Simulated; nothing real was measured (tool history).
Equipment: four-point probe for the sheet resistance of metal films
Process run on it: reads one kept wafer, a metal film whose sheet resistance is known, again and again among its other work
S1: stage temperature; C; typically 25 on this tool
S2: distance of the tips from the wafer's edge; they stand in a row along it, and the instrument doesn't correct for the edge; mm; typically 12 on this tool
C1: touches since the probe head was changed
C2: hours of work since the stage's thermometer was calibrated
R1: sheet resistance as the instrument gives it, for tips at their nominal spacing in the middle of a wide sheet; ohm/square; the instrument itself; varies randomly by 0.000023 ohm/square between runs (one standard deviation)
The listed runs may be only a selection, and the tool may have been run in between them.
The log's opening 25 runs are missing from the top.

run,day,S1,S2,C1,C2,R1
26,21.421,31,6,36757,1684,0.118008
27,22.546,24,4,37380,1695,0.120003
28,23.175,24,4,37729,1701,0.120004
29,23.738,31,3,38040,1706,0.122774
30,24.517,28,12,38472,1714,0.116650
31,25.562,26,31,39050,1724,0.116333
32,26.112,26,31,39356,1729,0.116318
33,27.038,26,7,39869,1738,0.117507
34,27.746,31,27,40260,1745,0.116310
35,28.558,31,27,40710,1753,0.116362

Forecast each of these 4 alternatives for the next run:
A,29.483,27,27,41224,1762,?
B,29.483,34,27,41224,1762,?
C,29.483,31,33,41224,1762,?
D,29.483,18,69,41224,1762,?

run,R1
A,0.116338
B,0.116382
C,0.116288
D,0.116199
What these runs would have given with no unlogged condition in the tool:
run,R1
A,0.115903
B,0.115952
C,0.115856
D,0.115757
